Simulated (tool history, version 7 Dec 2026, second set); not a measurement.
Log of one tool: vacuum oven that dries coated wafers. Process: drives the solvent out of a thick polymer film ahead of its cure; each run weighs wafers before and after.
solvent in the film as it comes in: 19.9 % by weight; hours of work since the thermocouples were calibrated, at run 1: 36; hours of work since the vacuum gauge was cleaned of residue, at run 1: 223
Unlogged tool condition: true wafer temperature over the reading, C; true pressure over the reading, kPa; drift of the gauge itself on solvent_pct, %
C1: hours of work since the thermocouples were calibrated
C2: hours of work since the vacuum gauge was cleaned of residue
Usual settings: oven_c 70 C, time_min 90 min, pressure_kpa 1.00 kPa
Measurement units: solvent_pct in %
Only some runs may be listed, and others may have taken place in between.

Run 1, hour 0.0: usual settings; C1 36; C2 223. Result: solvent_pct 1.71 %.
Run 2, hour 18.1: usual settings; C1 46; C2 233. Result: solvent_pct 1.73 %.
Run 3, hour 41.5: usual settings but time_min 75 min; C1 58; C2 245. Result: solvent_pct 2.24 %.
Run 4, hour 59.1: usual settings but time_min 75 min; C1 67; C2 255. Result: solvent_pct 2.30 %.
Run 5, hour 75.0: usual settings but pressure_kpa 0.56 kPa; C1 76; C2 263. Result: solvent_pct 1.46 %.
Run 6, hour 97.7: usual settings but oven_c 58 C; C1 88; C2 275. Result: solvent_pct 5.97 %.
Run 7, hour 109.1: usual settings but oven_c 58 C; C1 94; C2 281. Result: solvent_pct 6.05 %.
Run 8, hour 128.8: usual settings but oven_c 58 C; C1 104; C2 292. Result: solvent_pct 6.10 %.
Run 9, hour 150.9: usual settings but oven_c 56 C; C1 116; C2 303. Result: solvent_pct 6.94 %.
Run 10, hour 165.7: usual settings; C1 124; C2 311. Result: solvent_pct 1.82 %.
Run 11, hour 184.3: usual settings; C1 134; C2 321. Result: solvent_pct 1.71 %.
Run 12, hour 206.8: usual settings; C1 146; C2 333. Result: solvent_pct 1.76 %.
Run 13, hour 222.7: usual settings; C1 154; C2 341. Result: solvent_pct 1.77 %.
Run 14, hour 237.8: usual settings; C1 162; C2 349. Result: solvent_pct 1.66 %.
Run 15, hour 260.7: usual settings but time_min 67 min; C1 174; C2 362. Result: solvent_pct 2.78 %.
Run 16, hour 276.9: usual settings but time_min 67 min; C1 183; C2 370. Result: solvent_pct 2.80 %.
Run 17, hour 288.8: usual settings but time_min 67 min; C1 189; C2 376. Result: solvent_pct 2.76 %.
Run 18, hour 307.9: usual settings but time_min 67 min; C1 199; C2 387. Result: solvent_pct 2.82 %.
Run 19, hour 322.1: usual settings; C1 207; C2 394. Result: solvent_pct 1.76 %.
Run 20, hour 342.6: usual settings; C1 218; C2 405. Result: solvent_pct 1.79 %.
Run 21, hour 355.0: usual settings but oven_c 84 C; C1 224; C2 412. Result: solvent_pct 0.45 %.
Run 22, hour 371.9: usual settings but oven_c 84 C; C1 233; C2 421. Result: solvent_pct 0.48 %.
Run 23, hour 390.4: usual settings but time_min 150 min; C1 243; C2 430. Result: solvent_pct 0.89 %.

Run 24 comes next. What will it give?
Run 24, hour 400.0: usual settings but time_min 150 min; C1 248; C2 436. Result: solvent_pct ?.

{"run 24": {"solvent_pct": 0.87}}
Were there no unlogged condition in the tool, this run, its random variation unchanged, would have produced solvent_pct 0.80 %.

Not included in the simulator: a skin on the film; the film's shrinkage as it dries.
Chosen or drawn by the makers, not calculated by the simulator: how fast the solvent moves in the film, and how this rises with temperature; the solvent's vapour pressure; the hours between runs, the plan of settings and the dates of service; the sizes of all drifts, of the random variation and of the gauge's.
